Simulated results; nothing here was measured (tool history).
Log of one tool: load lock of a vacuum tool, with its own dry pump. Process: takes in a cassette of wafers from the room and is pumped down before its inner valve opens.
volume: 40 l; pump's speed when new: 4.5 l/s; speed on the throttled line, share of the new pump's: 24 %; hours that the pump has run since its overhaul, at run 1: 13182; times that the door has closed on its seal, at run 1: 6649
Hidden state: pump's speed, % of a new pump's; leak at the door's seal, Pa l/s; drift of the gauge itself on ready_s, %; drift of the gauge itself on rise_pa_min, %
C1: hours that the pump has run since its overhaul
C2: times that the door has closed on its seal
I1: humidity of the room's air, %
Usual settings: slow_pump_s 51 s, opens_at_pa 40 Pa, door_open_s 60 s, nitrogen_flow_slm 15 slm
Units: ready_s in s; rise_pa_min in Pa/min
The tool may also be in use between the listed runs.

Run 1, day 0: usual settings; C1 13182; C2 6649; I1 46.5. Result: ready_s 114.2 s, rise_pa_min 0.161 Pa/min.
Run 2, day 19.404: usual settings; C1 13648; C2 7537; I1 43.6. Result: ready_s 114.5 s, rise_pa_min 0.184 Pa/min.
Run 3, day 39.029: usual settings; C1 14119; C2 8435; I1 43.2. Result: ready_s 114.3 s, rise_pa_min 0.205 Pa/min.
Run 4, day 52.846: usual settings; C1 14451; C2 9066; I1 46.1. Result: ready_s 114.2 s, rise_pa_min 0.223 Pa/min.
Run 5, day 73.346: usual settings; C1 14943; C2 10004; I1 45.6. Result: ready_s 114.7 s, rise_pa_min 0.249 Pa/min.
Run 6, day 87.892: usual settings; C1 15292; C2 10670; I1 42.6. Result: ready_s 114.5 s, rise_pa_min 0.268 Pa/min.
Run 7, day 111.212: usual settings; C1 15851; C2 11737; I1 42.2. Result: ready_s 115.7 s, rise_pa_min 0.299 Pa/min.
Run 8, day 133.042: usual settings; C1 16375; C2 12735; I1 45. Result: ready_s 115.8 s, rise_pa_min 0.34 Pa/min.
Run 9, day 158.579: usual settings; C1 16988; C2 13903; I1 41.1. Result: ready_s 116 s, rise_pa_min 0.376 Pa/min.
Run 10, day 181.804: usual settings; C1 17546; C2 14966; I1 46.4. Result: ready_s 117.3 s, rise_pa_min 0.42 Pa/min.
Run 11, day 199.846: usual settings; C1 17979; C2 15791; I1 45.2. Result: ready_s 115.9 s, rise_pa_min 0.443 Pa/min.
Run 12, day 212.5: usual settings; C1 18282; C2 16370; I1 40.6. Result: ready_s 116.8 s, rise_pa_min 0.458 Pa/min.
Run 13, day 235.762: usual settings; C1 18841; C2 17434; I1 44.4. Result: ready_s 117.6 s, rise_pa_min 0.508 Pa/min.
Run 14, day 254.858: usual settings; C1 19299; C2 18308; I1 44.4. Result: ready_s 116.4 s, rise_pa_min 0.538 Pa/min.
Run 15, day 266.975: usual settings but nitrogen_flow_slm 13 slm; C1 19590; C2 18862; I1 46.6. Result: ready_s 117.5 s, rise_pa_min 0.572 Pa/min.
Run 16, day 291.25: usual settings but nitrogen_flow_slm 13 slm; C1 20172; C2 19972; I1 46.4. Result: ready_s 116.2 s, rise_pa_min 0.604 Pa/min.
At day 302.204: dry pump taken out, an overhauled one fitted.
Run 17, day 307.967: usual settings; C1 138; C2 20726; I1 42.4. Result: ready_s 108.7 s, rise_pa_min 0.645 Pa/min.
Run 18, day 323.392: usual settings; C1 508; C2 21431; I1 46.5. Result: ready_s 108.8 s, rise_pa_min 0.687 Pa/min.
At day 347.671: door's seal changed, seat wiped.
Run 19, day 348.9: usual settings but slow_pump_s 93 s; C1 1119; C2 56; I1 46. Result: ready_s 141.1 s, rise_pa_min 0.044 Pa/min.
Run 20, day 368.946: usual settings but slow_pump_s 93 s; C1 1600; C2 973; I1 45.1. Result: ready_s 140.5 s, rise_pa_min 0.053 Pa/min.
Run 21, day 389.042: usual settings but slow_pump_s 93 s, nitrogen_flow_slm 7 slm; C1 2083; C2 1892; I1 42.9. Result: ready_s 141.8 s, rise_pa_min 0.071 Pa/min.
Run 22, day 406.067: usual settings but slow_pump_s 93 s, nitrogen_flow_slm 7 slm; C1 2491; C2 2671; I1 46.2. Result: ready_s 141.7 s, rise_pa_min 0.087 Pa/min.
Run 23, day 423.675: usual settings but slow_pump_s 93 s, nitrogen_flow_slm 7 slm; C1 2914; C2 3477; I1 49.2. Result: ready_s 141.6 s, rise_pa_min 0.095 Pa/min.
Run 24, day 440.925: usual settings but slow_pump_s 93 s, nitrogen_flow_slm 7 slm; C1 3328; C2 4266; I1 45.4. Result: ready_s 141.6 s, rise_pa_min 0.109 Pa/min.
Run 25, day 461.304: usual settings but slow_pump_s 93 s, opens_at_pa 47 Pa, door_open_s 76 s, nitrogen_flow_slm 7 slm; C1 3817; C2 5198; I1 43.7. Result: ready_s 140.1 s, rise_pa_min 0.131 Pa/min.
Run 26, day 479.312: usual settings but opens_at_pa 47 Pa, door_open_s 95 s, nitrogen_flow_slm 7 slm; C1 4249; C2 6022; I1 47. Result: ready_s 109.1 s, rise_pa_min 0.151 Pa/min.
Run 27, day 494.854: usual settings but opens_at_pa 29 Pa, door_open_s 131 s, nitrogen_flow_slm 7 slm; C1 4622; C2 6733; I1 44.3. Result: ready_s 112.3 s, rise_pa_min 0.176 Pa/min.
Run 28, day 513.979: usual settings but slow_pump_s 68 s, opens_at_pa 38 Pa, door_open_s 40 s; C1 5081; C2 7608; I1 44.7. Result: ready_s 124.9 s, rise_pa_min 0.153 Pa/min.
Run 29, day 527.275: usual settings but slow_pump_s 35 s, opens_at_pa 30 Pa, nitrogen_flow_slm 6 slm; C1 5400; C2 8216; I1 43.5. Result: ready_s 101.8 s, rise_pa_min 0.183 Pa/min.
Run 30, day 539.696: usual settings but slow_pump_s 61 s, opens_at_pa 50 Pa, door_open_s 176 s, nitrogen_flow_slm 4 slm; C1 5698; C2 8784; I1 42.3. Result: ready_s 116.9 s, rise_pa_min 0.233 Pa/min.
Run 31, day 560.533: usual settings but slow_pump_s 61 s, opens_at_pa 50 Pa, door_open_s 176 s, nitrogen_flow_slm 4 slm; C1 6198; C2 9737; I1 45.4. Result: ready_s 116.4 s, rise_pa_min 0.268 Pa/min.
Run 32, day 578.338: usual settings but slow_pump_s 61 s, opens_at_pa 50 Pa, door_open_s 176 s, nitrogen_flow_slm 4 slm; C1 6626; C2 10552; I1 47.5. Result: ready_s 116.4 s, rise_pa_min 0.296 Pa/min.
Run 33, day 592.7: usual settings but slow_pump_s 28 s, opens_at_pa 67 Pa; C1 6970; C2 11209; I1 44.1. Result: ready_s 90.1 s, rise_pa_min 0.255 Pa/min.
Run 34, day 610.408: usual settings but slow_pump_s 28 s, opens_at_pa 67 Pa; C1 7395; C2 12019; I1 40.7. Result: ready_s 89.4 s, rise_pa_min 0.285 Pa/min.
Run 35, day 622.812: usual settings but slow_pump_s 28 s, opens_at_pa 67 Pa; C1 7693; C2 12586; I1 42.6. Result: ready_s 91 s, rise_pa_min 0.307 Pa/min.
Run 36, day 638.25: usual settings but slow_pump_s 48 s, opens_at_pa 67 Pa, door_open_s 26 s; C1 8064; C2 13293; I1 43.5. Result: ready_s 105.3 s, rise_pa_min 0.309 Pa/min.
Run 37, day 660.088: usual settings but slow_pump_s 42 s, opens_at_pa 51 Pa, door_open_s 63 s, nitrogen_flow_slm 34 slm; C1 8588; C2 14291; I1 45.3. Result: ready_s 102.4 s, rise_pa_min 0.343 Pa/min.

Measured less the same run without the tool's hidden state. The same run-to-run variation is in both; the gauge's scatter may not be:
run  ready_s  rise_pa_min
  1     +5.1        +0.12
  2     +5.3       +0.142
  3     +5.5       +0.166
  4     +5.6       +0.182
  5     +5.9       +0.208
  6       +6       +0.226
  7     +6.4       +0.261
  8     +6.6       +0.299
  9       +7       +0.339
 10     +7.3       +0.376
 11     +7.5       +0.398
 12     +7.7       +0.423
 13     +8.1       +0.465
 14     +8.2       +0.495
 15     +8.4       +0.529
 16     +8.7        +0.56
 17     -0.1       +0.603
 18     +0.1       +0.644
 19     +0.3       +0.002
 20     +0.5       +0.011
 21     +0.6       +0.022
 22     +0.8       +0.032
 23       +1       +0.044
 24     +1.1       +0.058
 25     +1.2       +0.074
 26     +1.7       +0.088
 27       +2       +0.102
 28       +2       +0.118
 29     +2.6       +0.132
 30     +2.3       +0.149
 31     +2.5       +0.173
 32     +2.6       +0.197
 33     +3.1       +0.218
 34     +3.3       +0.245
 35     +3.4       +0.261
 36     +3.3       +0.285
 37     +3.8       +0.311

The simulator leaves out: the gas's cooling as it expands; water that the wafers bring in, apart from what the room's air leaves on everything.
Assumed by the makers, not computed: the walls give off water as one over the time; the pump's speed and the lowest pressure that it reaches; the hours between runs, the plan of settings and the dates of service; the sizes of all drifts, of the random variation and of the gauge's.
